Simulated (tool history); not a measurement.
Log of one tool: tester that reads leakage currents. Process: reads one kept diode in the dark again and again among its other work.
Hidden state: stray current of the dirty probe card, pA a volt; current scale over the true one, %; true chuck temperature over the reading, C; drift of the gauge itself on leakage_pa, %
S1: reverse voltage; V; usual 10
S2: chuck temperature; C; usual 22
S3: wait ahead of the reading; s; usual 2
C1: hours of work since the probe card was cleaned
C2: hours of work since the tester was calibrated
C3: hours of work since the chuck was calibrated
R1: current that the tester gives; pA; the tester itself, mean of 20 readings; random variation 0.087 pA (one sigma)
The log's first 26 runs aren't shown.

run    hour    S1  S2    S3    C1    C2    C3      R1
 27  4811.5   4.5  47  1.53   687  3431   405   117.6
 28  5001.6   4.5  47  1.53   805  3549   523   116.6
 29  5235.3   4.5  47  1.53   949  3693   668  114.18
 30  5443.5     2  47  1.53  1078  3822   797   75.58
 31  5631.2   2.3  34  0.37  1195  3939   913   30.19
 32    5873   2.3  34  0.37  1345  4089  1063   29.79
 33  5995.8   5.2  28     2  1421  4165  1139   27.34
     6021.3  -- chuck's temperature calibrated
 34  6197.6  18.8  32     2  1545  4288   109   80.99
 35    6414  18.8  32     2  1679  4423   243   80.81

4 ways to go on from here, each from the tool as it stands after run 35. What would each give?
  A  6610.6   3.5  35  1.49  1801  4544  365   ?
  B  6610.6   6.2  27  0.67  1801  4544  365   ?
  C  6610.6    10  30  0.73  1801  4544  365   ?
  D  6610.6  12.3  22     2  1801  4544  365   ?

run     R1
  A  41.34
  B  31.46
  C  50.53
  D  30.86
Without the tool's hidden state the same runs would have given:
run     R1
  A  40.92
  B  29.53
  C  47.41
  D  26.22
